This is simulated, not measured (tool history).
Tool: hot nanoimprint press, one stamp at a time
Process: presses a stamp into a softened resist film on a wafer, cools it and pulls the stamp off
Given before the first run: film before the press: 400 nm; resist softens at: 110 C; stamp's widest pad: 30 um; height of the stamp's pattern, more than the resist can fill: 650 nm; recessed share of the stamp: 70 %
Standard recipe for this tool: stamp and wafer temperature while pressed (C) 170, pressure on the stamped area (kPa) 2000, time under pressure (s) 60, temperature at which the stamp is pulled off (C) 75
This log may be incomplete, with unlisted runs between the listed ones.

| run | hour | stamp and wafer temperature while pressed (C) | pressure on the stamped area (kPa) | time under pressure (s) | temperature at which the stamp is pulled off (C) | resist left under the stamp's widest pad (angstrom) | greatest force while the stamp is pulled off (N) |
|---|---|---|---|---|---|---|---|
| 1 | 0 | 170 | 2000 | 60 | 75 | 1543 | 249 |
| 2 | 23.2 | 170 | 2000 | 60 | 75 | 1535 | 235 |
| 3 | 52.9 | 170 | 2000 | 60 | 75 | 1544 | 238 |
| 4 | 72.9 | 170 | 2000 | 60 | 75 | 1555 | 248 |
| 5 | 96.2 | 170 | 2000 | 60 | 75 | 1554 | 250 |
| 6 | 127.9 | 170 | 2000 | 60 | 75 | 1548 | 247 |
| 7 | 158 | 170 | 2000 | 60 | 75 | 1574 | 258 |
| 8 | 190.4 | 170 | 2000 | 34 | 75 | 1910 | 258 |
| 9 | 205.3 | 170 | 2000 | 60 | 75 | 1560 | 252 |
| 10 | 224.7 | 170 | 2000 | 60 | 75 | 1579 | 259 |
| 11 | 242.9 | 170 | 2000 | 60 | 75 | 1575 | 261 |
| 12 | 257.9 | 170 | 2000 | 53 | 75 | 1646 | 265 |
| 13 | 291 | 170 | 2000 | 60 | 75 | 1581 | 270 |
| 14 | 306.7 | 170 | 2000 | 60 | 75 | 1582 | 265 |
| 15 | 322.8 | 170 | 2000 | 60 | 75 | 1594 | 271 |
| 16 | 353.4 | 165 | 2000 | 30 | 71 | 2620 | 299 |
| 17 | 373.3 | 175 | 2000 | 68 | 75 | 1132 | 267 |
|  | 379 | plate thermocouple calibrated |
| 18 | 398.4 | 175 | 2000 | 68 | 75 | 1165 | 273 |
| 19 | 422.6 | 169 | 2000 | 68 | 75 | 1655 | 278 |
| 20 | 447.3 | 169 | 2050 | 68 | 75 | 1637 | 289 |
|  | 467.1 | press's hydraulic seals changed and the load cell set to zero |
| 21 | 470.6 | 180 | 2000 | 62 | 79 | 875 | 275 |
| 22 | 501.6 | 180 | 2000 | 62 | 79 | 879 | 274 |
|  | 520.8 | plate thermocouple calibrated, once more |
| 23 | 529.9 | 167 | 2000 | 60 | 70 | 1787 | 311 |
| 24 | 550.6 | 164 | 1630 | 87 | 66 | 2021 | 313 |
|  | 561.2 | stamp cleaned and given a new release coat |
| 25 | 570.8 | 166 | 1630 | 38 | 66 | 2389 | 268 |
| 26 | 600.1 | 166 | 1630 | 38 | 66 | 2397 | 266 |
| 27 | 615.8 | 170 | 2000 | 91 | 72 | 1255 | 237 |
| 28 | 632.4 | 181 | 3100 | 31 | 77 | 832 | 223 |
| 29 | 654.2 | 181 | 2000 | 60 | 75 | 801 | 232 |
| 30 | 676.2 | 170 | 3070 | 60 | 75 | 1228 | 230 |

Subtracting, for every run, the result it would have given without the tool's unlogged condition from the measured result gives the following. The same run-to-run variation enters both numbers; the gauge's scatter may not:
What the log doesn't record here: true temperature over the reading, C; pressure that arrives at the usual setting, %; grip of the stamp's worn release coat, % over a new coat's; drift of the gauge itself on residual_nm, %; drift of the gauge itself on pull_off_n, %.
| run | resist left under the stamp's widest pad (angstrom) | greatest force while the stamp is pulled off (N) |
|---|---|---|
| 1 | +61 | +16 |
| 2 | +65 | +17 |
| 3 | +71 | +19 |
| 4 | +74 | +23 |
| 5 | +78 | +24 |
| 6 | +84 | +27 |
| 7 | +89 | +31 |
| 8 | +107 | +34 |
| 9 | +98 | +33 |
| 10 | +101 | +37 |
| 11 | +105 | +38 |
| 12 | +111 | +40 |
| 13 | +112 | +44 |
| 14 | +116 | +44 |
| 15 | +118 | +46 |
| 16 | +159 | +54 |
| 17 | +92 | +50 |
| 18 | +120 | +54 |
| 19 | +174 | +57 |
| 20 | +178 | +61 |
| 21 | +66 | +59 |
| 22 | +69 | +62 |
| 23 | +12 | +66 |
| 24 | +17 | +68 |
| 25 | +20 | +1 |
| 26 | +28 | +5 |
| 27 | +21 | +5 |
| 28 | +15 | +7 |
| 29 | +16 | +9 |
| 30 | +32 | +11 |
